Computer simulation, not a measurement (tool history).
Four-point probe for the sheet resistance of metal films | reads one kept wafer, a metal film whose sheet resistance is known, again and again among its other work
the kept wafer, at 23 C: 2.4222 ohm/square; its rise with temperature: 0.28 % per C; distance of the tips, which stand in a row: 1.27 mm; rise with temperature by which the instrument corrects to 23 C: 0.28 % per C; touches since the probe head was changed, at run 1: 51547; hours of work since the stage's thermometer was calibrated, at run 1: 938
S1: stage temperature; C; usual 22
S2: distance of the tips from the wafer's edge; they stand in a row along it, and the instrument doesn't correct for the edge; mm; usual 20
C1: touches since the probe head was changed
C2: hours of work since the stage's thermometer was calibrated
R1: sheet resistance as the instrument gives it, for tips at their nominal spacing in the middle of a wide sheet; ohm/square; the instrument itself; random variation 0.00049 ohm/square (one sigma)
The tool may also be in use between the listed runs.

run 1 hour=0.0 | S1=22 S2=20 | C1=51547 C2=938 | R1=2.440336
run 2 hour=29.1 | S1=22 S2=20 | C1=52542 C2=952 | R1=2.441342
run 3 hour=61.1 | S1=22 S2=20 | C1=53634 C2=967 | R1=2.442126
run 4 hour=98.8 | S1=22 S2=20 | C1=54925 C2=985 | R1=2.441490
run 5 hour=118.7 | S1=22 S2=20 | C1=55604 C2=994 | R1=2.441383
run 6 hour=150.0 | S1=22 S2=20 | C1=56674 C2=1009 | R1=2.441300
run 7 hour=194.5 | S1=22 S2=20 | C1=58195 C2=1030 | R1=2.442784
run 8 hour=240.0 | S1=22 S2=20 | C1=59749 C2=1051 | R1=2.441318
run 9 hour=284.7 | S1=24 S2=20 | C1=61277 C2=1072 | R1=2.442262
run 10 hour=319.6 | S1=22 S2=20 | C1=62470 C2=1088 | R1=2.441480
run 11 hour=346.4 | S1=22 S2=20 | C1=63387 C2=1101 | R1=2.443007
run 12 hour=381.6 | S1=22 S2=20 | C1=64589 C2=1117 | R1=2.442133
run 13 hour=412.7 | S1=22 S2=8 | C1=65654 C2=1132 | R1=2.470122
run 14 hour=436.0 | S1=22 S2=20 | C1=66450 C2=1143 | R1=2.442338
run 15 hour=478.5 | S1=22 S2=20 | C1=67901 C2=1163 | R1=2.442924
run 16 hour=504.1 | S1=22 S2=29 | C1=68777 C2=1175 | R1=2.439891
run 17 hour=537.4 | S1=22 S2=29 | C1=69916 C2=1191 | R1=2.440379
run 18 hour=569.4 | S1=22 S2=29 | C1=71008 C2=1206 | R1=2.440701
run 19 hour=604.6 | S1=27 S2=31 | C1=72214 C2=1222 | R1=2.441225
run 20 hour=637.1 | S1=27 S2=7 | C1=73323 C2=1237 | R1=2.481841
run 21 hour=671.5 | S1=22 S2=6 | C1=74498 C2=1253 | R1=2.496279
run 22 hour=717.4 | S1=29 S2=6 | C1=76067 C2=1275 | R1=2.496883
run 23 hour=753.0 | S1=29 S2=9 | C1=77283 C2=1292 | R1=2.465425
-- hour=755.7 stage's thermometer calibrated
run 24 hour=782.6 | S1=25 S2=54 | C1=78279 C2=13 | R1=2.438394
run 25 hour=823.0 | S1=24 S2=12 | C1=79658 C2=32 | R1=2.453426
run 26 hour=843.3 | S1=24 S2=12 | C1=80355 C2=41 | R1=2.452541
run 27 hour=882.7 | S1=25 S2=25 | C1=81702 C2=60 | R1=2.442364
run 28 hour=913.0 | S1=20 S2=8 | C1=82738 C2=74 | R1=2.471267
run 29 hour=938.5 | S1=33 S2=3 | C1=83607 C2=86 | R1=2.652836
run 30 hour=983.6 | S1=21 S2=11 | C1=85151 C2=107 | R1=2.455607
run 31 hour=1002.7 | S1=34 S2=13 | C1=85803 C2=116 | R1=2.452719
-- hour=1009.0 stage's thermometer calibrated, once more
run 32 hour=1037.9 | S1=34 S2=13 | C1=86988 C2=14 | R1=2.455841
run 33 hour=1070.3 | S1=26 S2=13 | C1=88096 C2=29 | R1=2.454239

Hidden state at the last listed run before each entry between runs and at the first one after, where it differs:
Between runs 23 and 24: stage's thermometer calibrated (hour 755.7)
  inner tips' distance over the nominal, %: 0.741 -> 0.747; tips' flats over new ones', %: 78 -> 79; wafer's true temperature over the reading, C: -0.39 -> -0.56
  measured less the result without the state, R1: +0.016956 -> +0.015738 ohm/square
Between runs 31 and 32: stage's thermometer calibrated, once more (hour 1009.0)
  inner tips' distance over the nominal, %: 0.787 -> 0.793; tips' flats over new ones', %: 87 -> 88; wafer's true temperature over the reading, C: -0.59 -> -0.11
  measured less the result without the state, R1: +0.016768 -> +0.020165 ohm/square
